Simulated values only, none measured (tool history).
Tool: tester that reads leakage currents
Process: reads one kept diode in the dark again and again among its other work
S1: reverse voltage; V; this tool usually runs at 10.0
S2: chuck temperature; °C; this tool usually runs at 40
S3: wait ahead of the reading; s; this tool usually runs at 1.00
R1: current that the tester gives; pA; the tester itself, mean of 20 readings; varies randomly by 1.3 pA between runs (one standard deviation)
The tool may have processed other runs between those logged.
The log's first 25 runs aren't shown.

| run | hour | S1 | S2 | S3 | R1 |
|---|---|---|---|---|---|
| 26 | 530.7 | 9.3 | 40 | 1.00 | 426.71 |
| 27 | 551.3 | 3.6 | 34 | 0.60 | 180.63 |
| 28 | 577.6 | 1.6 | 21 | 2.60 | 41.72 |
| 29 | 596.9 | 1.6 | 21 | 2.60 | 41.76 |
| 30 | 614.8 | 10.0 | 45 | 1.00 | 660.79 |
| 31 | 639.6 | 11.6 | 48 | 1.00 | 884.49 |
| 32 | 663.2 | 1.3 | 28 | 5.07 | 71.87 |
| 33 | 683.8 | 1.3 | 28 | 5.07 | 72.04 |
| 34 | 708.6 | 1.3 | 37 | 5.07 | 155.12 |
| 35 | 732.9 | 1.3 | 37 | 5.07 | 156.61 |
| 36 | 758.2 | 11.9 | 37 | 5.36 | 372.54 |
| 37 | 778.9 | 2.6 | 39 | 1.58 | 242.55 |

Consider 4 possible next runs. They are alternatives, not a sequence: every one starts from the tool as it was left by run 37. What does each give?
| A | 799.6 | 2.5 | 35 | 1.58 | ? |
| B | 799.6 | 10.0 | 22 | 1.00 | ? |
| C | 799.6 | 6.3 | 36 | 2.12 | ? |
| D | 799.6 | 4.5 | 39 | 1.58 | ? |

| run | R1 |
|---|---|
| A | 171.57 |
| B | 100.49 |
| C | 270.26 |
| D | 301.10 |
With the hidden condition removed and each run's random variation left untouched, the same runs would have given:
| run | R1 |
|---|---|
| A | 163.20 |
| B | 90.45 |
| C | 255.76 |
| D | 286.65 |

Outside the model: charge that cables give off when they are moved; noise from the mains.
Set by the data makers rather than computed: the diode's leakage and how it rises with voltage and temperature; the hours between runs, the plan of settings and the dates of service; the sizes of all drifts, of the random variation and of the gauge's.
